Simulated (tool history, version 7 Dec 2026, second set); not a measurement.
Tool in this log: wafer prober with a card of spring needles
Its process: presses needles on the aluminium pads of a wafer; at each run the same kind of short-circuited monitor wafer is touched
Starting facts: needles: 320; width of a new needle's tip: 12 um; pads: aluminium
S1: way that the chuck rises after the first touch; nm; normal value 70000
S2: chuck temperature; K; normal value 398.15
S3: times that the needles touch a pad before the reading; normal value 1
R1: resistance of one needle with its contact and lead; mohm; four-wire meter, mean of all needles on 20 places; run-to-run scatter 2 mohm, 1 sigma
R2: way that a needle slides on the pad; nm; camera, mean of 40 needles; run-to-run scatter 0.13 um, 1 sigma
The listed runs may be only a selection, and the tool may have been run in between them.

| run | day | S1 | S2 | S3 | R1 | R2 |
|---|---|---|---|---|---|---|
| 1 | 0.000 | 70000 | 398.15 | 1 | 337 | 12750 |
|  | 0.425 | tips cleaned on abrasive film |
|  | 0.946 | tips cleaned on abrasive film |
|  | 1.467 | tips cleaned on abrasive film |
| 2 | 1.596 | 70000 | 398.15 | 1 | 355 | 12990 |
|  | 1.992 | tips cleaned on abrasive film |
|  | 2.492 | tips cleaned on abrasive film |
| 3 | 2.492 | 70000 | 398.15 | 1 | 241 | 12860 |
|  | 2.921 | tips cleaned on abrasive film |
|  | 3.417 | tips cleaned on abrasive film |
|  | 3.904 | tips cleaned on abrasive film |
| 4 | 4.079 | 70000 | 398.15 | 1 | 411 | 12690 |
|  | 4.400 | tips cleaned on abrasive film |
|  | 4.825 | tips cleaned on abrasive film |
| 5 | 4.892 | 70000 | 398.15 | 1 | 302 | 12740 |
|  | 5.292 | tips cleaned on abrasive film |
|  | 5.817 | tips cleaned on abrasive film |
| 6 | 5.996 | 70000 | 398.15 | 1 | 403 | 12650 |
|  | 6.296 | tips cleaned on abrasive film |
|  | 6.817 | tips cleaned on abrasive film |
|  | 7.308 | tips cleaned on abrasive film |
| 7 | 7.308 | 70000 | 331.15 | 1 | 223 | 12790 |
|  | 7.804 | tips cleaned on abrasive film |
|  | 8.317 | tips cleaned on abrasive film |
|  | 8.792 | tips cleaned on abrasive film |
| 8 | 8.792 | 70000 | 303.15 | 1 | 210 | 12680 |
|  | 9.321 | tips cleaned on abrasive film |
|  | 9.817 | tips cleaned on abrasive film |
| 9 | 9.946 | 75000 | 346.15 | 1 | 362 | 13330 |
|  | 10.267 | tips cleaned on abrasive film |
|  | 10.779 | tips cleaned on abrasive film |
|  | 11.208 | tips cleaned on abrasive film |
| 10 | 11.271 | 68000 | 370.15 | 1 | 332 | 12300 |
|  | 11.683 | tips cleaned on abrasive film |
|  | 12.212 | tips cleaned on abrasive film |
|  | 12.712 | tips cleaned on abrasive film |
| 11 | 12.979 | 68000 | 370.15 | 1 | 497 | 12290 |
|  | 13.188 | tips cleaned on abrasive film |
|  | 13.683 | tips cleaned on abrasive film |
| 12 | 14.096 | 68000 | 370.15 | 1 | 540 | 12170 |
|  | 14.208 | tips cleaned on abrasive film |
|  | 14.633 | tips cleaned on abrasive film |
|  | 15.138 | tips cleaned on abrasive film |
|  | 15.662 | tips cleaned on abrasive film |
| 13 | 15.912 | 68000 | 370.15 | 1 | 498 | 11920 |
|  | 16.121 | tips cleaned on abrasive film |
|  | 16.608 | tips cleaned on abrasive film |
|  | 16.829 | height of the first contact set anew |
|  | 17.046 | tips cleaned on abrasive film |
|  | 17.517 | tips cleaned on abrasive film |
| 14 | 17.517 | 53000 | 330.15 | 1 | 252 | 9870 |
|  | 18.046 | tips cleaned on abrasive film |
|  | 18.471 | tips cleaned on abrasive film |
| 15 | 18.667 | 53000 | 330.15 | 1 | 600 | 10040 |

Below are 5 alternative next runs, each starting from the tool's condition after run 15. Predict each:
|  | 18.983 | tips cleaned on abrasive film |
|  | 19.467 | tips cleaned on abrasive film |
|  | 19.892 | tips cleaned on abrasive film |
| A | 19.921 | 61000 | 371.15 | 1 | ? | ? |
|  | 18.983 | tips cleaned on abrasive film |
|  | 19.467 | tips cleaned on abrasive film |
|  | 19.892 | tips cleaned on abrasive film |
| B | 19.921 | 62000 | 303.15 | 1 | ? | ? |
|  | 18.983 | tips cleaned on abrasive film |
|  | 19.467 | tips cleaned on abrasive film |
|  | 19.892 | tips cleaned on abrasive film |
| C | 19.921 | 81000 | 303.15 | 2 | ? | ? |
|  | 18.983 | tips cleaned on abrasive film |
|  | 19.467 | tips cleaned on abrasive film |
|  | 19.892 | tips cleaned on abrasive film |
| D | 19.921 | 53000 | 317.15 | 1 | ? | ? |
|  | 18.983 | tips cleaned on abrasive film |
|  | 19.467 | tips cleaned on abrasive film |
|  | 19.892 | tips cleaned on abrasive film |
| E | 19.921 | 87000 | 342.15 | 1 | ? | ? |

| run | R1 | R2 |
|---|---|---|
| A | 308 | 11440 |
| B | 292 | 11530 |
| C | 231 | 15200 |
| D | 331 | 9850 |
| E | 253 | 16280 |
What these runs would have given with no unlogged condition in the tool:
| run | R1 | R2 |
|---|---|---|
| A | 215 | 11600 |
| B | 195 | 11690 |
| C | 193 | 15360 |
| D | 202 | 10000 |
| E | 203 | 16430 |
